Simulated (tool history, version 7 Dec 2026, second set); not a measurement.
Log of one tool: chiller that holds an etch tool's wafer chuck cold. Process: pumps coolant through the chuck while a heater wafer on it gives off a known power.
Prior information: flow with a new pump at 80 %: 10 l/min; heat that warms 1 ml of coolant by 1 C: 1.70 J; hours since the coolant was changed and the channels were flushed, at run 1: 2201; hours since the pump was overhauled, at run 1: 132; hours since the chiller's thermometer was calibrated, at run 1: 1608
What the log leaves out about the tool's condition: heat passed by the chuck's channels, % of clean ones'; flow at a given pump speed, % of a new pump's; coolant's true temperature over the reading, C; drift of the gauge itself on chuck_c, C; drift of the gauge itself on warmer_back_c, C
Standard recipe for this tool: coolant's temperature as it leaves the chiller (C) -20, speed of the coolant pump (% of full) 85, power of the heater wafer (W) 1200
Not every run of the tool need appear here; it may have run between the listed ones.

run	hour	coolant's temperature as it leaves the chiller (C)	speed of the coolant pump (% of full)	power of the heater wafer (W)	hours since the coolant was changed and the channels were flushed	hours since the pump was overhauled	hours since the chiller's thermometer was calibrated	chuck's temperature once it has settled (C)	how much warmer the coolant comes back (C)
1	0	-20	85	1200	2201	132	1608	-5.5	4
2	138.7	-20	85	1200	2340	270	1747	-5.4	3.99
3	250.8	-20	85	1200	2452	382	1859	-5.6	3.93
4	314.3	-20	85	1200	2516	446	1923	-5.5	3.83
5	389.6	-20	85	1332	2591	521	1998	-4	4.33
6	530.6	-20	85	1332	2732	662	2139	-3.7	4.3
7	616.6	-20	85	1332	2818	748	2225	-3.8	4.29
# hour 700.5: chiller's thermometer calibrated
8	752.6	-20	85	1332	2953	883	52	-4.1	4.24
9	818.3	-20	85	1200	3019	949	118	-5.7	3.82
10	892.5	-20	85	1200	3093	1023	192	-5.7	3.8
11	971.1	-26	85	1200	3171	1102	271	-11.4	3.77
12	1075.6	-26	85	1200	3276	1206	375	-11.5	3.79
13	1174.1	-26	85	1200	3374	1305	474	-11.5	3.71
14	1248.7	-18	99	1454	3449	1379	548	-2.4	3.89
15	1372	-25	85	858	3572	1503	672	-14.5	2.55
16	1488.4	-26	85	1200	3689	1619	788	-11.5	3.63
# hour 1538.3: gauge calibrated
17	1620.1	-26	85	1200	3820	1751	920	-11.5	4
18	1741.4	-26	85	1200	3942	1872	1041	-11.5	3.93
19	1812.9	-26	85	1200	4013	1944	1112	-11.6	3.92
20	1898.9	-20	64	1200	4099	2030	1198	-1.8	5.12
# hour 1966.3: coolant changed, channels flushed
21	2021.5	-20	88	1200	55	2146	1315	-5.8	3.77
22	2151.4	-20	88	763	185	2276	1445	-11.1	2.32
23	2218	-17	88	763	252	2343	1512	-8.1	2.26
24	2294.7	-17	88	763	328	2419	1588	-8	2.27

Branching from run 24: 4 alternative next runs. What would each branch give?
A	2421.5	-14	95	705	455	2546	1715	?	?
B	2421.5	-17	88	1754	455	2546	1715	?	?
C	2421.5	-17	68	763	455	2546	1715	?	?
D	2421.5	-20	85	1733	455	2546	1715	?	?

run	chuck's temperature once it has settled (C)	how much warmer the coolant comes back (C)
A	-6.1	1.85
B	3.7	5.44
C	-6	2.95
D	0.9	5.63
With no hidden state in the tool, these same runs would have given:
run	chuck's temperature once it has settled (C)	how much warmer the coolant comes back (C)
A	-6.1	2.06
B	3.7	5.65
C	-6	3.16
D	0.9	5.84

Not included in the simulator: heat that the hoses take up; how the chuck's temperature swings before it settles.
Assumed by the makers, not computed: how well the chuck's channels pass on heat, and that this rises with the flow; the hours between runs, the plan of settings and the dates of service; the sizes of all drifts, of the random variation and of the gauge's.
